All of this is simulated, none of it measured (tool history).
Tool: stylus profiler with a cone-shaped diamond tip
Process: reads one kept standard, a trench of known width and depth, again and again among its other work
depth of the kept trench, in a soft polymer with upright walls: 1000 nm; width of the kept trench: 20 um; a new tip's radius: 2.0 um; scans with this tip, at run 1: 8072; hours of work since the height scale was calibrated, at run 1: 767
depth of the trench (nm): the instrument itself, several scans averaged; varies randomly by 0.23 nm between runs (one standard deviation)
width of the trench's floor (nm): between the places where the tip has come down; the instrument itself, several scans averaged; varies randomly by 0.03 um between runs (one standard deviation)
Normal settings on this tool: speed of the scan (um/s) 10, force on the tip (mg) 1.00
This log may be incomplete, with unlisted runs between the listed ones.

run    hour  speed of the scan (um/s)  force on the tip (mg)  scans with this tip  hours of work since the height scale was calibrated  depth of the trench (nm)  width of the trench's floor (nm)
  1     0.0                        10                   1.00                 8072                                                  767                   1006.48                             15590
  2    73.6                        10                   1.00                 8597                                                  817                   1006.26                             15610
  3   172.1                        10                   1.00                 9302                                                  884                   1006.15                             15500
  4   272.7                         3                   1.00                10020                                                  952                   1006.33                             15480
  5   362.6                         3                   1.00                10662                                                 1013                   1005.87                             15370
  6   437.3                         3                   1.00                11196                                                 1064                   1005.58                             15360
  7   520.1                         3                   1.00                11788                                                 1120                   1005.56                             15330
  8   590.3                         3                   1.00                12289                                                 1167                   1005.23                             15240
  9   663.9                         3                   1.00                12815                                                 1217                   1005.02                             15180
 10   753.8                         3                   1.00                13457                                                 1278                   1004.99                             15100
 11   852.3                         3                   1.00                14162                                                 1345                   1004.86                             15010
 12   908.7                         3                   1.00                14565                                                 1384                   1004.64                             15040
 13  1004.5                         3                   0.93                15249                                                 1449                   1003.93                             14960
 14  1078.6                         3                   0.93                15778                                                 1499                   1003.96                             14890
 15  1165.2                         3                   0.39                16397                                                 1558                   1000.12                             14800
 16  1253.2                        10                   1.00                17026                                                 1617                   1004.11                             14740
 17  1350.6                        10                   2.08                17722                                                 1684                   1009.61                             14600
 18  1396.7                        10                   1.00                18051                                                 1715                   1003.85                             14610
 19  1452.2                        10                   1.00                18448                                                 1752                   1003.95                             14660
 20  1546.9                        10                   1.00                19124                                                 1817                   1003.16                             14580
 21  1601.0                        10                   1.00                19511                                                 1853                   1003.02                             14510
 22  1678.7                        10                   1.00                20066                                                 1906                   1003.14                             14470
 23  1734.5                        10                   1.00                20465                                                 1944                   1003.00                             14480
 24  1805.8                        10                   1.00                20974                                                 1993                   1003.01                             14410
 25  1888.0                        10                   1.00                21562                                                 2048                   1002.59                             14320
 26  1981.7                         5                   0.41                22231                                                 2112                    998.61                             14320
 27  2059.2                        24                   2.31                22785                                                 2164                   1008.86                             14220
 28  2104.4                        12                   0.59                23108                                                 2195                    999.86                             14170
 29  2160.9                         2                   0.70                23512                                                 2234                   1000.15                             14240
 30  2220.2                         2                   0.70                23935                                                 2274                   1000.35                             14220
 31  2311.8                         2                   1.52                24590                                                 2336                   1005.13                             14180
     2348.4  -- new tip fitted, height scale calibrated
 32  2377.7                        27                   1.00                  209                                                   20                   1009.21                             16470
 33  2440.8                        10                   1.09                  660                                                   63                   1009.39                             16420
 34  2495.4                         5                   0.66                 1050                                                  100                   1007.17                             16400
 35  2574.7                         3                   2.03                 1617                                                  154                   1014.35                             16350
 36  2629.1                         2                   2.35                 2005                                                  191                   1015.57                             16380
 37  2696.4                        10                   0.88                 2486                                                  236                   1007.32                             16240
 38  2743.0                        19                   1.51                 2819                                                  268                   1011.04                             16160
 39  2823.3                        19                   1.51                 3393                                                  322                   1010.94                             16080
 40  2870.1                        19                   1.51                 3727                                                  354                   1010.91                             16050
 41  2935.0                         4                   2.21                 4191                                                  398                   1014.89                             16050
 42  3002.6                        10                   1.95                 4674                                                  444                   1012.71                             15950
 43  3099.5                         3                   0.68                 5367                                                  510                   1005.39                             15950
 44  3154.1                        10                   0.56                 5757                                                  547                   1004.95                             15800
 45  3211.3                        25                   0.81                 6166                                                  586                   1005.92                             15680
 46  3299.6                        25                   0.81                 6796                                                  646                   1006.06                             15550

What differs in the tool's unlogged condition from the final listed run ahead of each entry between runs to the first listed run following it?
From run 31 to run 32: new tip fitted, height scale calibrated (hour 2348.4)
  radius of the tip, um: 4.75 -> 1.98; height scale over the true one, %: -0.699 -> 0.01
  what was measured, less what the result would be without the hidden state, depth of the trench (nm): -7.07 -> +0.09; width of the trench's floor (nm): -2370 -> +30
